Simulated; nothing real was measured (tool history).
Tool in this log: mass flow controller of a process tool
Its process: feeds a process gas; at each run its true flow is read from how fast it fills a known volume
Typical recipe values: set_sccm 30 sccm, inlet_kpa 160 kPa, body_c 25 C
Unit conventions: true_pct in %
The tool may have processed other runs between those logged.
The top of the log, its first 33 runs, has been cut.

run,hour,set_sccm,inlet_kpa,body_c,hours of work since the controller was set to zero,hours of work since the controller was changed,true_pct
34,13449.6,22,201,26,1027,11992,102.13
35,14009.5,22,201,26,1356,12320,102.42
36,14577.5,19,201,24,1689,12653,102.36
37,15097.9,20,169,29,1994,12958,103.10
38,15533.8,20,169,29,2250,13214,102.98
39,16054.2,24,160,25,2555,13519,103.08
40,16405.7,24,160,25,2761,13726,103.10
41,16734.1,24,160,25,2954,13918,103.31
42,16998.2,24,160,25,3109,14073,103.31
43,17444.5,24,160,25,3371,14335,103.30
44,17800.1,24,160,25,3579,14544,103.52
45,18193.0,30,264,25,3810,14774,102.78
46,18433.4,30,147,36,3951,14915,104.08
47,18809.0,40,278,25,4171,15136,102.74
48,19094.1,48,198,22,4339,15303,103.17
49,19653.6,30,233,27,4667,15631,103.17

What if the next run were any one of these 3? Each begins from the tool's condition after run 49:
# hour 19883.7: controller exchanged for a calibrated one
A,20131.2,8,160,38,145,145,?
# hour 19883.7: controller exchanged for a calibrated one
B,20131.2,30,201,33,145,145,?
# hour 19883.7: controller exchanged for a calibrated one
C,20131.2,13,233,27,145,145,?

run,true_pct
A,100.66
B,100.30
C,99.57
What these runs would have given with no unlogged condition in the tool:
run,true_pct
A,100.44
B,100.22
C,99.42
